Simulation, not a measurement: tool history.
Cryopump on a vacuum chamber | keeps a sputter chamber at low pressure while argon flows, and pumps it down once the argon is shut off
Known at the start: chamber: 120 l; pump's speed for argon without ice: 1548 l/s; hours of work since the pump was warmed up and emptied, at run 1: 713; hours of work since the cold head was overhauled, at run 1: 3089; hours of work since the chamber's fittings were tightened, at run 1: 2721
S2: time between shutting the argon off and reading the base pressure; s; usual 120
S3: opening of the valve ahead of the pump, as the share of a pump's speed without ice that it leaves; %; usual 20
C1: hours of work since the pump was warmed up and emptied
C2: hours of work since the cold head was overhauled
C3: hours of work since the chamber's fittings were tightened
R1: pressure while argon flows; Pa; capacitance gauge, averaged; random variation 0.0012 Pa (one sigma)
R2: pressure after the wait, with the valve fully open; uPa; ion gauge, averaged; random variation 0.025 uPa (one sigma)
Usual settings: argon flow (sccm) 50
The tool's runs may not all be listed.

run 1 hour=0 | argon_flow_(sccm)=50 S2=120 S3=20 | C1=713 C2=3089 C3=2721 | R1=0.2976 R2=1.45
-- hour=27.5 pump warmed up, emptied and cooled again
run 2 hour=89.3 | argon_flow_(sccm)=50 S2=120 S3=20 | C1=39 C2=3142 C3=2774 | R1=0.2752 R2=1.36
run 3 hour=153.5 | argon_flow_(sccm)=50 S2=120 S3=20 | C1=80 C2=3183 C3=2815 | R1=0.2783 R2=1.28
run 4 hour=221.5 | argon_flow_(sccm)=50 S2=120 S3=20 | C1=122 C2=3226 C3=2858 | R1=0.2792 R2=1.32
run 5 hour=302.9 | argon_flow_(sccm)=50 S2=120 S3=20 | C1=174 C2=3277 C3=2909 | R1=0.2796 R2=1.34
run 6 hour=373 | argon_flow_(sccm)=50 S2=120 S3=20 | C1=218 C2=3322 C3=2953 | R1=0.2801 R2=1.32
run 7 hour=472.2 | argon_flow_(sccm)=76 S2=120 S3=20 | C1=281 C2=3384 C3=3016 | R1=0.4304 R2=1.34
run 8 hour=590.1 | argon_flow_(sccm)=76 S2=120 S3=20 | C1=355 C2=3459 C3=3090 | R1=0.4329 R2=1.41
run 9 hour=660.3 | argon_flow_(sccm)=79 S2=120 S3=20 | C1=399 C2=3503 C3=3135 | R1=0.4528 R2=1.44
run 10 hour=728.9 | argon_flow_(sccm)=79 S2=120 S3=20 | C1=443 C2=3546 C3=3178 | R1=0.4547 R2=1.46
run 11 hour=807 | argon_flow_(sccm)=79 S2=120 S3=25 | C1=492 C2=3596 C3=3227 | R1=0.3738 R2=1.45
run 12 hour=877.8 | argon_flow_(sccm)=50 S2=182 S3=20 | C1=537 C2=3640 C3=3272 | R1=0.2922 R2=1.24
run 13 hour=968.9 | argon_flow_(sccm)=50 S2=182 S3=20 | C1=594 C2=3698 C3=3330 | R1=0.2952 R2=1.27
run 14 hour=1063.5 | argon_flow_(sccm)=50 S2=120 S3=20 | C1=654 C2=3757 C3=3389 | R1=0.2973 R2=1.56
-- hour=1181.6 pump warmed up, emptied and cooled again
run 15 hour=1187.5 | argon_flow_(sccm)=50 S2=120 S3=55 | C1=4 C2=3833 C3=3464 | R1=0.1022 R2=1.36
run 16 hour=1267.4 | argon_flow_(sccm)=50 S2=120 S3=55 | C1=54 C2=3883 C3=3515 | R1=0.1029 R2=1.36
run 17 hour=1352.7 | argon_flow_(sccm)=50 S2=120 S3=55 | C1=108 C2=3937 C3=3569 | R1=0.1047 R2=1.36
run 18 hour=1466.5 | argon_flow_(sccm)=50 S2=120 S3=37 | C1=180 C2=4009 C3=3640 | R1=0.1559 R2=1.44
run 19 hour=1572.2 | argon_flow_(sccm)=27 S2=30 S3=41 | C1=247 C2=4075 C3=3707 | R1=0.0771 R2=3.89
run 20 hour=1637.4 | argon_flow_(sccm)=26 S2=120 S3=43 | C1=288 C2=4117 C3=3748 | R1=0.0724 R2=1.46
run 21 hour=1725.3 | argon_flow_(sccm)=50 S2=197 S3=22 | C1=343 C2=4172 C3=3804 | R1=0.2607 R2=1.2
run 22 hour=1792.8 | argon_flow_(sccm)=54 S2=35 S3=32 | C1=386 C2=4215 C3=3846 | R1=0.1995 R2=3.36
-- hour=1831.3 leaking fittings of the chamber tightened, without venting
run 23 hour=1909.5 | argon_flow_(sccm)=32 S2=120 S3=20 | C1=458 C2=4287 C3=49 | R1=0.1851 R2=1.07
run 24 hour=2031.7 | argon_flow_(sccm)=32 S2=61 S3=26 | C1=535 C2=4364 C3=126 | R1=0.1488 R2=1.82
run 25 hour=2117.8 | argon_flow_(sccm)=34 S2=61 S3=33 | C1=590 C2=4419 C3=181 | R1=0.1289 R2=1.8
run 26 hour=2174.7 | argon_flow_(sccm)=33 S2=266 S3=20 | C1=626 C2=4455 C3=217 | R1=0.1976 R2=0.62
run 27 hour=2283.9 | argon_flow_(sccm)=50 S2=75 S3=20 | C1=695 C2=4523 C3=286 | R1=0.301 R2=1.58
-- hour=2336.9 pump warmed up, emptied and cooled again
run 28 hour=2383.8 | argon_flow_(sccm)=50 S2=75 S3=20 | C1=30 C2=4583 C3=346 | R1=0.278 R2=1.48
run 29 hour=2453.7 | argon_flow_(sccm)=50 S2=85 S3=55 | C1=74 C2=4628 C3=390 | R1=0.1051 R2=1.3
run 30 hour=2547.8 | argon_flow_(sccm)=25 S2=120 S3=47 | C1=133 C2=4687 C3=449 | R1=0.0604 R2=1.03
run 31 hour=2650.7 | argon_flow_(sccm)=25 S2=120 S3=47 | C1=198 C2=4752 C3=514 | R1=0.0629 R2=1.07
run 32 hour=2761.5 | argon_flow_(sccm)=74 S2=103 S3=25 | C1=268 C2=4822 C3=584 | R1=0.3393 R2=1.21
run 33 hour=2819.2 | argon_flow_(sccm)=74 S2=103 S3=25 | C1=305 C2=4858 C3=620 | R1=0.3404 R2=1.24

Measured less the same run without the tool's hidden state. The same run-to-run variation is in both; the gauge's scatter may not be:
The hidden state here: pump's speed, % of a pump's without ice; cold plate's temperature, K; leak into the chamber, uPa l/s; drift of the gauge itself on working_pa, %; drift of the gauge itself on base_upa, %.
run=1 R1=+0.025 R2=+0.52
run=2 R1=+0.0032 R2=+0.33
run=3 R1=+0.0042 R2=+0.34
run=4 R1=+0.0054 R2=+0.36
run=5 R1=+0.0069 R2=+0.38
run=6 R1=+0.0079 R2=+0.38
run=7 R1=+0.015 R2=+0.41
run=8 R1=+0.0187 R2=+0.44
run=9 R1=+0.0219 R2=+0.47
run=10 R1=+0.0244 R2=+0.49
run=11 R1=+0.0271 R2=+0.51
run=12 R1=+0.0188 R2=+0.53
run=13 R1=+0.0213 R2=+0.56
run=14 R1=+0.0241 R2=+0.61
run=15 R1=+0.0028 R2=+0.4
run=16 R1=+0.004 R2=+0.42
run=17 R1=+0.0056 R2=+0.44
run=18 R1=+0.0076 R2=+0.47
run=19 R1=+0.0053 R2=+0.51
run=20 R1=+0.0057 R2=+0.51
run=21 R1=+0.013 R2=+0.55
run=22 R1=+0.0157 R2=+0.56
run=23 R1=+0.0111 R2=+0.1
run=24 R1=+0.0132 R2=+0.11
run=25 R1=+0.0157 R2=+0.14
run=26 R1=+0.0162 R2=+0.14
run=27 R1=+0.0279 R2=+0.17
run=28 R1=+0.0038 R2=+0.08
run=29 R1=+0.005 R2=+0.08
run=30 R1=+0.0033 R2=+0.1
run=31 R1=+0.0044 R2=+0.11
run=32 R1=+0.0161 R2=+0.13
run=33 R1=+0.0178 R2=+0.14
